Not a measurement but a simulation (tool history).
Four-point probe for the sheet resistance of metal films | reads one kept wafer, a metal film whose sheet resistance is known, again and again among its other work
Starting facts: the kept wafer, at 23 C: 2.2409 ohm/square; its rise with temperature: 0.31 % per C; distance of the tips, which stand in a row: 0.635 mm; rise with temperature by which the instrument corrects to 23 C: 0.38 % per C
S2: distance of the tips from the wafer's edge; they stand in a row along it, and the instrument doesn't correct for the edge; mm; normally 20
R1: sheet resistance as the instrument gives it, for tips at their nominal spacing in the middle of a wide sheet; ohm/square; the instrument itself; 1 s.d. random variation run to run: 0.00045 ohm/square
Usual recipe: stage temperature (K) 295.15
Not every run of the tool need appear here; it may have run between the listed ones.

{"run": 1, "hour": 0.0, "stage temperature (K)": 295.15, "S2": 20, "R1": 2.242977}
{"run": 2, "hour": 16.0, "stage temperature (K)": 295.15, "S2": 20, "R1": 2.243477}
{"run": 3, "hour": 39.3, "stage temperature (K)": 295.15, "S2": 20, "R1": 2.243889}
{"run": 4, "hour": 50.2, "stage temperature (K)": 295.15, "S2": 20, "R1": 2.242286}
{"run": 5, "hour": 61.7, "stage temperature (K)": 295.15, "S2": 20, "R1": 2.244072}
{"run": 6, "hour": 84.4, "stage temperature (K)": 295.15, "S2": 20, "R1": 2.24253}
{"run": 7, "hour": 96.8, "stage temperature (K)": 295.15, "S2": 20, "R1": 2.243526}
{"run": 8, "hour": 118.2, "stage temperature (K)": 293.15, "S2": 20, "R1": 2.246477}
{"run": 9, "hour": 134.9, "stage temperature (K)": 293.15, "S2": 20, "R1": 2.246516}
{"run": 10, "hour": 156.2, "stage temperature (K)": 293.15, "S2": 20, "R1": 2.246323}
{"run": 11, "hour": 171.9, "stage temperature (K)": 293.15, "S2": 20, "R1": 2.246927}
{"run": 12, "hour": 193.7, "stage temperature (K)": 293.15, "S2": 20, "R1": 2.246602}
{"run": 13, "hour": 208.1, "stage temperature (K)": 293.15, "S2": 9, "R1": 2.251717}
{"run": 14, "hour": 224.3, "stage temperature (K)": 295.15, "S2": 66, "R1": 2.242534}
{"run": 15, "hour": 235.5, "stage temperature (K)": 293.15, "S2": 51, "R1": 2.246457}
{"hour": 238.2, "done": "stage's thermometer calibrated"}
{"run": 16, "hour": 257.9, "stage temperature (K)": 292.15, "S2": 7, "R1": 2.256455}
{"run": 17, "hour": 279.4, "stage temperature (K)": 299.15, "S2": 11, "R1": 2.240168}
{"hour": 282.1, "done": "stage's thermometer calibrated, once more"}
{"run": 18, "hour": 298.3, "stage temperature (K)": 302.15, "S2": 12, "R1": 2.235932}
{"run": 19, "hour": 315.4, "stage temperature (K)": 302.15, "S2": 12, "R1": 2.236085}
{"run": 20, "hour": 330.2, "stage temperature (K)": 299.15, "S2": 18, "R1": 2.238477}
{"run": 21, "hour": 352.1, "stage temperature (K)": 299.15, "S2": 22, "R1": 2.239199}
{"run": 22, "hour": 362.0, "stage temperature (K)": 307.15, "S2": 20, "R1": 2.227283}
{"run": 23, "hour": 385.3, "stage temperature (K)": 295.15, "S2": 26, "R1": 2.244205}

Run 24, settings as shown, results not yet in. Your forecast:
{"run": 24, "hour": 401.4, "stage temperature (K)": 295.15, "S2": 12, "R1": "?"}

{"run 24": {"R1": 2.246904}}
The same run, on a tool lacking any hidden state, would have yielded R1 2.245718 ohm/square.

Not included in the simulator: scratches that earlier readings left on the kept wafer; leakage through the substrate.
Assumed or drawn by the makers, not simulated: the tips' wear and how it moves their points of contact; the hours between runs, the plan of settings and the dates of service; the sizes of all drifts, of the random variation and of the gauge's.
